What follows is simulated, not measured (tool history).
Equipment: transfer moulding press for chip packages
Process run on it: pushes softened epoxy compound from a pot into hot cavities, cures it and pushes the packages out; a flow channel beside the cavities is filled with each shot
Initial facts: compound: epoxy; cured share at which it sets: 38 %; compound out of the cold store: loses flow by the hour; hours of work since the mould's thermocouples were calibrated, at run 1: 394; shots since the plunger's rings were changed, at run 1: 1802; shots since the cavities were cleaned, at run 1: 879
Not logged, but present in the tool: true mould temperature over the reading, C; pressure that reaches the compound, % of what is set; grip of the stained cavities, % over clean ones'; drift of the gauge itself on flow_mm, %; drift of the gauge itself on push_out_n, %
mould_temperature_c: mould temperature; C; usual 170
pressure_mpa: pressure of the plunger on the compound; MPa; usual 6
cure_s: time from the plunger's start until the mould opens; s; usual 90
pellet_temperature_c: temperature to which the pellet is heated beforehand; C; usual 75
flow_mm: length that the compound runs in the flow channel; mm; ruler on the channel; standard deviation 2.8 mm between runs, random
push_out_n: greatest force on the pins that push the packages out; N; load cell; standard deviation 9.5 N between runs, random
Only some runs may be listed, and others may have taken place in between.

run,hour,mould_temperature_c,pressure_mpa,cure_s,pellet_temperature_c,hours of work since the mould's thermocouples were calibrated,shots since the plunger's rings were changed,shots since the cavities were cleaned,incoming compound's hours out of the cold store,flow_mm,push_out_n
1,0,170,6,90,75,394,1802,879,15.7,528,585
# hour 5.9: cavities cleaned with cleaning compound and waxed
2,15,170,6,90,75,404,1991,127,39.7,485,414
3,24,170,6,74,75,411,2118,254,44.9,483,712
4,38.8,170,6,74,75,423,2325,461,13.1,534,895
5,45.8,170,6,74,75,428,2423,559,14.3,531,975
6,56.8,170,6,90,75,437,2576,712,39.1,483,519
7,63.9,170,6,90,75,442,2676,812,45.6,470,513
# hour 73.9: cavities cleaned with cleaning compound and waxed
8,78.1,170,6,90,75,452,2854,59,19.3,521,424
9,85.1,170,6,71,75,458,2952,157,30.4,497,796
10,98.3,170,6,71,75,468,3137,342,24.7,507,868
11,111.9,176,6,90,75,479,3328,533,29.9,494,397
12,123.5,176,6,90,75,488,3490,695,42.1,469,407
13,129.9,176,6,90,75,493,3580,785,13.2,518,411
# hour 141.9: cavities cleaned with cleaning compound and waxed
14,147.1,170,4.85,90,66,505,3799,72,32.4,446,427
15,159.2,170,4.7,86,75,515,3968,241,23.9,450,499
16,173.3,177,6.33,122,73,526,4165,438,47.4,474,313
17,187.8,177,6.33,122,73,537,4369,642,18.4,514,334
18,203.4,177,6.33,122,73,549,4587,860,12.7,521,345
# hour 209.9: cavities cleaned with cleaning compound and waxed
19,213.9,172,6.4,90,75,556,4714,57,24,509,374
20,221.7,170,6.14,90,77,562,4822,165,32.7,489,441
21,228.5,168,6,98,75,568,4919,262,17,525,416
22,238.5,168,6,98,75,576,5059,402,18.2,517,471
23,249.3,170,5,90,75,584,5209,552,47.1,426,487

Pick out some run-to-run changes in flow_mm. Of each, how much would a tool without hidden state show as well, from the settings, what came in and chance, and how much is left for the hidden state and any gauge scatter not in both results compared?
Run 12 -> 13: no setting changed, nothing entered. flow_mm +49 mm: hidden state -3, all else +52.
Run 13 -> 14: mould_temperature_c 176 -> 170, pressure_mpa 6 -> 4.85, pellet_temperature_c 75 -> 66, cavities cleaned with cleaning compound and waxed. flow_mm -72 mm: hidden state +2, all else -74.
Run 16 -> 17: no setting changed, nothing entered. flow_mm +40 mm: hidden state -3, all else +43.
Run 22 -> 23: mould_temperature_c 168 -> 170, pressure_mpa 6 -> 5, cure_s 98 -> 90. flow_mm -91 mm: hidden state +3, all else -94.
